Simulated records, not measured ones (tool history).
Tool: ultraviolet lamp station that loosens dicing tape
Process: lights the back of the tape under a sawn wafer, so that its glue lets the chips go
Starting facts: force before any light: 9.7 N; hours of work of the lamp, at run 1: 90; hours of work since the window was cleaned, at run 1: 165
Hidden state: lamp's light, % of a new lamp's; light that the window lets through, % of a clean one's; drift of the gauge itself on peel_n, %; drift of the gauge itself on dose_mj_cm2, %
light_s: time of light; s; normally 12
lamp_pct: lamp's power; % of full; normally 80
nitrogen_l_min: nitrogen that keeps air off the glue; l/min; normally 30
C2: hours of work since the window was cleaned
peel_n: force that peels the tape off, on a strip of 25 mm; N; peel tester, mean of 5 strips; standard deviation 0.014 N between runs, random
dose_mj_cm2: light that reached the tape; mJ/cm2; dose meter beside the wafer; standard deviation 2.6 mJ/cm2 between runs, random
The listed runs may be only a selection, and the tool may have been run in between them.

Run 1, hour 0: usual settings; hours of work of the lamp 90; C2 165. Result: peel_n 0.851 N, dose_mj_cm2 285 mJ/cm2.
Run 2, hour 33.5: usual settings; hours of work of the lamp 116; C2 191. Result: peel_n 0.933 N, dose_mj_cm2 281 mJ/cm2.
Run 3, hour 73.8: usual settings but lamp_pct 72 % of full; hours of work of the lamp 147; C2 221. Result: peel_n 1.194 N, dose_mj_cm2 243 mJ/cm2.
Run 4, hour 111.5: usual settings but lamp_pct 72 % of full; hours of work of the lamp 176; C2 250. Result: peel_n 1.318 N, dose_mj_cm2 238 mJ/cm2.
Run 5, hour 147.6: usual settings but lamp_pct 72 % of full; hours of work of the lamp 203; C2 278. Result: peel_n 1.356 N, dose_mj_cm2 231 mJ/cm2.
At hour 169.7: window cleaned of glue's vapour.
Run 6, hour 172: usual settings but lamp_pct 72 % of full; hours of work of the lamp 222; C2 2. Result: peel_n 1.112 N, dose_mj_cm2 252 mJ/cm2.
Run 7, hour 195.6: usual settings but lamp_pct 72 % of full; hours of work of the lamp 240; C2 20. Result: peel_n 1.193 N, dose_mj_cm2 255 mJ/cm2.
Run 8, hour 227.9: usual settings but light_s 19 s; hours of work of the lamp 264; C2 44. Result: peel_n 0.352 N, dose_mj_cm2 430 mJ/cm2.
Run 9, hour 259.9: usual settings but light_s 19 s; hours of work of the lamp 289; C2 69. Result: peel_n 0.381 N, dose_mj_cm2 419 mJ/cm2.
Run 10, hour 284.4: usual settings; hours of work of the lamp 308; C2 88. Result: peel_n 1.056 N, dose_mj_cm2 261 mJ/cm2.
Run 11, hour 305.7: usual settings but light_s 20 s; hours of work of the lamp 324; C2 104. Result: peel_n 0.355 N, dose_mj_cm2 424 mJ/cm2.
Run 12, hour 326.5: usual settings; hours of work of the lamp 340; C2 120. Result: peel_n 1.178 N, dose_mj_cm2 251 mJ/cm2.
Run 13, hour 349.7: usual settings; hours of work of the lamp 358; C2 138. Result: peel_n 1.204 N, dose_mj_cm2 241 mJ/cm2.
Run 14, hour 383.3: usual settings; hours of work of the lamp 383; C2 163. Result: peel_n 1.25 N, dose_mj_cm2 241 mJ/cm2.
Run 15, hour 421.6: usual settings but light_s 20 s; hours of work of the lamp 412; C2 193. Result: peel_n 0.476 N, dose_mj_cm2 383 mJ/cm2.
Run 16, hour 449.6: usual settings but lamp_pct 75 % of full; hours of work of the lamp 434; C2 214. Result: peel_n 1.649 N, dose_mj_cm2 208 mJ/cm2.
Run 17, hour 489: usual settings but lamp_pct 75 % of full; hours of work of the lamp 464; C2 244. Result: peel_n 1.75 N, dose_mj_cm2 203 mJ/cm2.
Run 18, hour 525.5: usual settings; hours of work of the lamp 492; C2 272. Result: peel_n 1.683 N, dose_mj_cm2 212 mJ/cm2.
At hour 555.7: window cleaned of glue's vapour.
Run 19, hour 559.9: usual settings but lamp_pct 78 % of full; hours of work of the lamp 518; C2 3. Result: peel_n 1.526 N, dose_mj_cm2 221 mJ/cm2.
Run 20, hour 581.2: usual settings but lamp_pct 78 % of full; hours of work of the lamp 534; C2 20. Result: peel_n 1.581 N, dose_mj_cm2 217 mJ/cm2.
Run 21, hour 613.9: usual settings but lamp_pct 78 % of full; hours of work of the lamp 559; C2 45. Result: peel_n 1.632 N, dose_mj_cm2 209 mJ/cm2.
Run 22, hour 643.4: usual settings but lamp_pct 78 % of full; hours of work of the lamp 582; C2 67. Result: peel_n 1.666 N, dose_mj_cm2 204 mJ/cm2.
Run 23, hour 679.2: usual settings but lamp_pct 78 % of full; hours of work of the lamp 609; C2 94. Result: peel_n 1.803 N, dose_mj_cm2 196 mJ/cm2.
Run 24, hour 702.2: usual settings but lamp_pct 78 % of full; hours of work of the lamp 627; C2 112. Result: peel_n 1.874 N, dose_mj_cm2 189 mJ/cm2.
Run 25, hour 721: usual settings but lamp_pct 67 % of full, nitrogen_l_min 44 l/min; hours of work of the lamp 641; C2 126. Result: peel_n 1.949 N, dose_mj_cm2 161 mJ/cm2.
At hour 737: lamp changed.
Run 26, hour 755.8: usual settings but light_s 8 s, lamp_pct 85 % of full, nitrogen_l_min 14 l/min; hours of work of the lamp 14; C2 152. Result: peel_n 2.412 N, dose_mj_cm2 221 mJ/cm2.
Run 27, hour 788: usual settings but light_s 19 s, lamp_pct 95 % of full, nitrogen_l_min 18 l/min; hours of work of the lamp 39; C2 177. Result: peel_n 0.296 N, dose_mj_cm2 568 mJ/cm2.
Run 28, hour 818.5: usual settings but light_s 19 s, lamp_pct 95 % of full, nitrogen_l_min 18 l/min; hours of work of the lamp 62; C2 200. Result: peel_n 0.318 N, dose_mj_cm2 557 mJ/cm2.
Run 29, hour 836.9: usual settings but light_s 6 s, lamp_pct 62 % of full, nitrogen_l_min 11 l/min; hours of work of the lamp 76; C2 214. Result: peel_n 4.98 N, dose_mj_cm2 114 mJ/cm2.
Run 30, hour 857.8: usual settings but light_s 21 s, lamp_pct 95 % of full, nitrogen_l_min 13 l/min; hours of work of the lamp 92; C2 230. Result: peel_n 0.374 N, dose_mj_cm2 590 mJ/cm2.
Run 31, hour 893.8: usual settings but light_s 8 s, lamp_pct 66 % of full, nitrogen_l_min 13 l/min; hours of work of the lamp 120; C2 258. Result: peel_n 3.709 N, dose_mj_cm2 150 mJ/cm2.
Run 32, hour 913.3: usual settings but light_s 14 s; hours of work of the lamp 135; C2 273. Result: peel_n 0.719 N, dose_mj_cm2 319 mJ/cm2.
At hour 942.8: window cleaned of glue's vapour.
Run 33, hour 945.7: usual settings but light_s 14 s; hours of work of the lamp 159; C2 2. Result: peel_n 0.574 N, dose_mj_cm2 347 mJ/cm2.
Run 34, hour 967.1: usual settings but light_s 17 s, lamp_pct 93 % of full; hours of work of the lamp 176; C2 19. Result: peel_n 0.284 N, dose_mj_cm2 477 mJ/cm2.
Run 35, hour 999.2: usual settings but light_s 10 s, lamp_pct 76 % of full, nitrogen_l_min 36 l/min; hours of work of the lamp 200; C2 43. Result: peel_n 1.237 N, dose_mj_cm2 224 mJ/cm2.
Run 36, hour 1037.4: usual settings but lamp_pct 84 % of full, nitrogen_l_min 23 l/min; hours of work of the lamp 229; C2 72. Result: peel_n 1.038 N, dose_mj_cm2 294 mJ/cm2.
Run 37, hour 1069.8: usual settings but lamp_pct 61 % of full, nitrogen_l_min 18 l/min; hours of work of the lamp 254; C2 97. Result: peel_n 2.174 N, dose_mj_cm2 208 mJ/cm2.
Run 38, hour 1095.1: usual settings but light_s 7 s, lamp_pct 62 % of full; hours of work of the lamp 274; C2 116. Result: peel_n 3.391 N, dose_mj_cm2 118 mJ/cm2.
Run 39, hour 1121.1: usual settings but light_s 15 s, lamp_pct 68 % of full; hours of work of the lamp 293; C2 136. Result: peel_n 0.971 N, dose_mj_cm2 277 mJ/cm2.
Run 40, hour 1153.5: usual settings but light_s 9 s, lamp_pct 65 % of full, nitrogen_l_min 26 l/min; hours of work of the lamp 318; C2 161. Result: peel_n 2.749 N, dose_mj_cm2 153 mJ/cm2.
Run 41, hour 1191.3: usual settings but light_s 9 s, lamp_pct 65 % of full, nitrogen_l_min 26 l/min; hours of work of the lamp 347; C2 190. Result: peel_n 2.725 N, dose_mj_cm2 149 mJ/cm2.
Run 42, hour 1212.9: usual settings but light_s 9 s, lamp_pct 65 % of full, nitrogen_l_min 11 l/min; hours of work of the lamp 364; C2 207. Result: peel_n 3.906 N, dose_mj_cm2 145 mJ/cm2.
Run 43, hour 1251.6: usual settings but light_s 9 s, lamp_pct 65 % of full, nitrogen_l_min 11 l/min; hours of work of the lamp 393; C2 236. Result: peel_n 4.191 N, dose_mj_cm2 141 mJ/cm2.

Each row is a separate what-if for the run after 43, all from the same tool condition, not one after another. Results?
Run A, hour 1281.1: usual settings but light_s 9 s, lamp_pct 73 % of full, nitrogen_l_min 16 l/min; hours of work of the lamp 416; C2 259. Result: peel_n ?, dose_mj_cm2 ?.
Run B, hour 1281.1: usual settings but light_s 9 s, lamp_pct 64 % of full, nitrogen_l_min 43 l/min; hours of work of the lamp 416; C2 259. Result: peel_n ?, dose_mj_cm2 ?.
Run C, hour 1281.1: usual settings but light_s 9 s, lamp_pct 67 % of full, nitrogen_l_min 11 l/min; hours of work of the lamp 416; C2 259. Result: peel_n ?, dose_mj_cm2 ?.

run  peel_n  dose_mj_cm2
  A   3.385          155
  B   2.586          135
  C   4.336          142
Stripped of hidden state, with their random variation kept, the same runs would have yielded:
run  peel_n  dose_mj_cm2
  A   2.082          228
  B   1.426          199
  C   2.936          209

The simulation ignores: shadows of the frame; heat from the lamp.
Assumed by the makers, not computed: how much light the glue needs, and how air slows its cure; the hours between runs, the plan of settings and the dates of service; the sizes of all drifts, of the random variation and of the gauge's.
